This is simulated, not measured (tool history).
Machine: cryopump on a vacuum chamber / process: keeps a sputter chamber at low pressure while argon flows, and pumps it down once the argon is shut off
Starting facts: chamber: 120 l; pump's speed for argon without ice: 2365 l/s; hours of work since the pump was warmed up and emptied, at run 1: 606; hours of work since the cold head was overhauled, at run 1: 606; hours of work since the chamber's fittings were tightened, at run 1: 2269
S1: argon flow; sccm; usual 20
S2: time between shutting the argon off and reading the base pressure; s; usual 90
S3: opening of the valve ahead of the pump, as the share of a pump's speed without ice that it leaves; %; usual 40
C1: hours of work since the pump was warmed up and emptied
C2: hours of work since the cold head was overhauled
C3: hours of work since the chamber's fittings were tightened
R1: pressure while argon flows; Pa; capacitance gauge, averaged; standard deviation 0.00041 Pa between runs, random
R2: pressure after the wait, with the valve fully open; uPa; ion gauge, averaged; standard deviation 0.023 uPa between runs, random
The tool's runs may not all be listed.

run	hour	S1	S2	S3	C1	C2	C3	R1	R2
1	0	20	90	40	606	606	2269	0.0425	1.78
2	14.9	20	90	40	615	615	2278	0.0419	1.87
3	42.7	20	90	40	630	630	2293	0.0425	1.89
4	58.2	20	90	40	639	639	2302	0.0419	1.91
5	79.1	25	90	40	651	651	2314	0.0536	1.86
6	104.8	20	90	40	665	665	2328	0.0428	1.94
7	132.4	13	90	40	681	681	2344	0.0282	1.91
# hour 141.3: pump warmed up, emptied and cooled again
8	165	20	90	40	13	696	2359	0.036	1.49
9	182.8	20	90	40	23	706	2369	0.0362	1.54
10	197.6	20	90	40	32	715	2377	0.0353	1.5
11	210.3	11	90	40	39	722	2385	0.0202	1.52
12	241.5	11	90	40	56	739	2402	0.0198	1.52
13	259.7	20	90	40	66	749	2412	0.0366	1.54
14	276.7	20	90	27	76	759	2422	0.0538	1.52
15	298.9	13	90	58	88	771	2434	0.0168	1.51
16	327.7	13	90	58	105	788	2451	0.0172	1.57
17	353.1	10	65	58	119	802	2465	0.0133	1.88
18	370.2	10	65	58	129	811	2474	0.0123	1.86
19	390.1	10	65	58	140	823	2486	0.0129	1.93
20	411.6	28	65	58	152	835	2498	0.036	1.93
21	425.2	9	271	40	159	842	2505	0.0164	1.19
22	445.4	9	271	57	171	854	2517	0.0124	1.17
23	466.9	39	90	40	183	866	2529	0.0732	1.65
24	490.5	20	90	34	196	879	2542	0.0439	1.62
25	508.6	20	107	43	206	889	2552	0.0353	1.63
26	532.6	13	58	40	220	903	2566	0.0249	2
27	552.4	24	90	33	231	914	2577	0.0542	1.71
28	569.2	20	90	17	240	923	2586	0.086	1.64

4 options for the next run, each taken on its own from the tool as it stands now. Forecast them:
A	591.8	20	90	33	253	936	2599	?	?
B	591.8	20	90	50	253	936	2599	?	?
C	591.8	20	90	17	253	936	2599	?	?
D	591.8	9	176	39	253	936	2599	?	?

run	R1	R2
A	0.0454	1.72
B	0.0307	1.76
C	0.0869	1.68
D	0.0175	1.36
The same runs, with their run-to-run variation unchanged, on a tool lacking any hidden condition would have given:
run	R1	R2
A	0.0431	0.81
B	0.0285	0.84
C	0.0847	0.79
D	0.0164	0.48
